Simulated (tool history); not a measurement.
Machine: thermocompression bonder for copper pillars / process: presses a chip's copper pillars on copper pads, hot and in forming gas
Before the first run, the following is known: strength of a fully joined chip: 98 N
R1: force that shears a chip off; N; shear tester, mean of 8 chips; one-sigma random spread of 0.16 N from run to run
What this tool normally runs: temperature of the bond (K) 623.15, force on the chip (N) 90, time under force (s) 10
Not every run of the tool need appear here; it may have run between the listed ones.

{"run": 1, "hour": 0.0, "temperature of the bond (K)": 623.15, "force on the chip (N)": 90, "time under force (s)": 10, "R1": 34.8}
{"run": 2, "hour": 17.8, "temperature of the bond (K)": 627.15, "force on the chip (N)": 90, "time under force (s)": 10, "R1": 35.9}
{"run": 3, "hour": 30.5, "temperature of the bond (K)": 623.15, "force on the chip (N)": 71, "time under force (s)": 10, "R1": 26.4}
{"run": 4, "hour": 43.9, "temperature of the bond (K)": 623.15, "force on the chip (N)": 71, "time under force (s)": 10, "R1": 26.6}
{"run": 5, "hour": 57.3, "temperature of the bond (K)": 623.15, "force on the chip (N)": 90, "time under force (s)": 10, "R1": 34.4}
{"run": 6, "hour": 78.2, "temperature of the bond (K)": 623.15, "force on the chip (N)": 90, "time under force (s)": 10, "R1": 34.3}
{"run": 7, "hour": 97.6, "temperature of the bond (K)": 623.15, "force on the chip (N)": 90, "time under force (s)": 10, "R1": 34.1}
{"run": 8, "hour": 112.8, "temperature of the bond (K)": 623.15, "force on the chip (N)": 90, "time under force (s)": 10, "R1": 33.9}
{"run": 9, "hour": 130.1, "temperature of the bond (K)": 623.15, "force on the chip (N)": 90, "time under force (s)": 10, "R1": 34.1}
{"run": 10, "hour": 140.6, "temperature of the bond (K)": 647.15, "force on the chip (N)": 56, "time under force (s)": 10, "R1": 24.9}
{"run": 11, "hour": 158.2, "temperature of the bond (K)": 600.15, "force on the chip (N)": 56, "time under force (s)": 10, "R1": 16.3}
{"run": 12, "hour": 173.3, "temperature of the bond (K)": 600.15, "force on the chip (N)": 56, "time under force (s)": 10, "R1": 16.1}
{"run": 13, "hour": 194.6, "temperature of the bond (K)": 600.15, "force on the chip (N)": 56, "time under force (s)": 10, "R1": 15.8}
{"run": 14, "hour": 203.3, "temperature of the bond (K)": 600.15, "force on the chip (N)": 56, "time under force (s)": 10, "R1": 15.9}
{"run": 15, "hour": 223.9, "temperature of the bond (K)": 600.15, "force on the chip (N)": 56, "time under force (s)": 10, "R1": 16.1}

Below are 4 alternative next runs, each starting from the tool's condition after run 15. Predict each:
{"run": "A", "hour": 233.2, "temperature of the bond (K)": 623.15, "force on the chip (N)": 99, "time under force (s)": 9, "R1": "?"}
{"run": "B", "hour": 233.2, "temperature of the bond (K)": 645.15, "force on the chip (N)": 56, "time under force (s)": 10, "R1": "?"}
{"run": "C", "hour": 233.2, "temperature of the bond (K)": 598.15, "force on the chip (N)": 77, "time under force (s)": 5, "R1": "?"}
{"run": "D", "hour": 233.2, "temperature of the bond (K)": 645.15, "force on the chip (N)": 81, "time under force (s)": 24, "R1": "?"}

run=A R1=35.2
run=B R1=23.9
run=C R1=16.6
run=D R1=49.1
Stripped of hidden state, with their random variation kept, the same runs would have yielded:
run=A R1=38.5
run=B R1=26.1
run=C R1=18.4
run=D R1=53.3
